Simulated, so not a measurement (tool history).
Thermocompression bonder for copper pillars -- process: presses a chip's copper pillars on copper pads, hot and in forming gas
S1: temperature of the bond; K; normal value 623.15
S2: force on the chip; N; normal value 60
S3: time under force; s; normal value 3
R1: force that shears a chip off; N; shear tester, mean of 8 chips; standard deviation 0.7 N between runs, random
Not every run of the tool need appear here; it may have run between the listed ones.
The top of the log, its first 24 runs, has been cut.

run     day      S1  S2  S3     R1
      16.75  -- heater calibrated with a thermocouple chip, once more
 25   16.75  636.15  44   3     75
 26  17.383  636.15  44   3   74.9
 27  17.888  636.15  44   3   74.2
 28  18.462  616.15  71   3   99.4
 29  19.229  616.15  71   3   98.3
 30  19.704  620.15  87   3  116.1
 31  20.325  651.15  55   2   87.2
 32    21.1  651.15  55   2   90.1
 33  21.904  651.15  57   2   90.8
 34  22.346  651.15  52   3   95.1
 35  23.008  651.15  52   3   95.9
 36  23.462  649.15  40   3   73.6
 37  24.262  623.15  60   3   87.5
 38  25.067  623.15  54   3   79.7
 39  25.525  652.15  54   9  123.8

5 options for the next run, each taken on its own from the tool as it stands now. Forecast them:
  A  25.933  650.15  67   2   ?
  B  25.933  652.15  76   5   ?
  C  25.933  638.15  69   5   ?
  D  25.933  622.15  60   3   ?
  E  25.933  615.15  48   6   ?

run     R1
  A    101
  B  130.6
  C    120
  D   86.4
  E   82.8
The same runs, with their run-to-run variation unchanged, on a tool lacking any hidden condition would have given:
run     R1
  A  113.5
  B  141.3
  C    132
  D   98.4
  E   94.6
